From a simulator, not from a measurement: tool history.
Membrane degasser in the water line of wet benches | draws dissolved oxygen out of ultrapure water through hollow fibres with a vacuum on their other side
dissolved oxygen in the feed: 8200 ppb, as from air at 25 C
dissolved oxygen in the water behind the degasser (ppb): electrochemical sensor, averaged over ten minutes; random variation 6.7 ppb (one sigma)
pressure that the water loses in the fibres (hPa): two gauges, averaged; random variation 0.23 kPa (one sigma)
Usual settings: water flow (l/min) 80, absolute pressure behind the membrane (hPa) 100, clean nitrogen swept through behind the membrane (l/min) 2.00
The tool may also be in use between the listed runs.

| run | hour | water flow (l/min) | absolute pressure behind the membrane (hPa) | clean nitrogen swept through behind the membrane (l/min) | dissolved oxygen in the water behind the degasser (ppb) | pressure that the water loses in the fibres (hPa) |
|---|---|---|---|---|---|---|
| 1 | 0.0 | 80 | 100 | 2.00 | 688.2 | 575.5 |
| 2 | 39.0 | 80 | 100 | 2.00 | 683.9 | 578.7 |
|  | 77.2 | vacuum gauge calibrated |
| 3 | 128.3 | 80 | 100 | 2.00 | 681.4 | 577.5 |
| 4 | 198.5 | 80 | 100 | 2.00 | 679.0 | 580.4 |
| 5 | 256.3 | 80 | 100 | 2.00 | 679.3 | 579.4 |
| 6 | 298.7 | 80 | 100 | 2.00 | 670.7 | 581.6 |
| 7 | 337.0 | 80 | 100 | 2.00 | 669.9 | 577.5 |
| 8 | 401.0 | 80 | 100 | 2.00 | 676.3 | 583.6 |
| 9 | 489.4 | 80 | 100 | 2.00 | 682.8 | 577.8 |
| 10 | 537.9 | 80 | 81 | 2.00 | 554.1 | 585.7 |
| 11 | 577.5 | 80 | 81 | 2.00 | 547.0 | 579.1 |
| 12 | 645.8 | 110 | 94 | 2.60 | 792.5 | 799.1 |

Run 13 comes next. What will it give?
| 13 | 693.9 | 110 | 94 | 4.32 | ? | ? |

{"run 13": {"dissolved oxygen in the water behind the degasser (ppb)": 667.5, "pressure that the water loses in the fibres (hPa)": 799.8}}
Without the tool's hidden state the same run would have given dissolved oxygen in the water behind the degasser (ppb) 643.7, pressure that the water loses in the fibres (hPa) 783.1.
